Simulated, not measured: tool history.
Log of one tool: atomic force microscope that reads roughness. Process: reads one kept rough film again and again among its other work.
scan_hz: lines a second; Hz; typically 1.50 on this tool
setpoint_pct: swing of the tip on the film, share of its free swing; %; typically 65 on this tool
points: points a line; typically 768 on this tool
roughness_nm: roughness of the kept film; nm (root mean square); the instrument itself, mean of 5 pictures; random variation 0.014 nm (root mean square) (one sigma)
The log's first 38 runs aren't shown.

run 39 day=16.579 | scan_hz=2.59 setpoint_pct=72 points=863 | roughness_nm=2.912
run 40 day=17.158 | scan_hz=1.05 setpoint_pct=72 points=331 | roughness_nm=2.953
run 41 day=17.483 | scan_hz=1.50 setpoint_pct=88 points=768 | roughness_nm=2.534
run 42 day=17.983 | scan_hz=1.50 setpoint_pct=88 points=768 | roughness_nm=2.427
run 43 day=18.608 | scan_hz=1.54 setpoint_pct=88 points=768 | roughness_nm=2.286
run 44 day=19.233 | scan_hz=1.13 setpoint_pct=71 points=272 | roughness_nm=2.381
run 45 day=19.888 | scan_hz=1.21 setpoint_pct=65 points=651 | roughness_nm=2.366
run 46 day=20.346 | scan_hz=1.50 setpoint_pct=65 points=369 | roughness_nm=2.224
-- day=20.771 new tip fitted
run 47 day=20.829 | scan_hz=0.54 setpoint_pct=68 points=332 | roughness_nm=3.465
run 48 day=21.371 | scan_hz=2.84 setpoint_pct=85 points=815 | roughness_nm=2.546

Run 49, settings as shown, results not yet in. Your forecast:
run 49 day=21.892 | scan_hz=1.50 setpoint_pct=73 points=768 | roughness_nm=?

roughness_nm: 2.930 nm (root mean square)
With the hidden condition absent and the run-to-run variation left alone, this run would have shown roughness_nm 3.339 nm (root mean square).
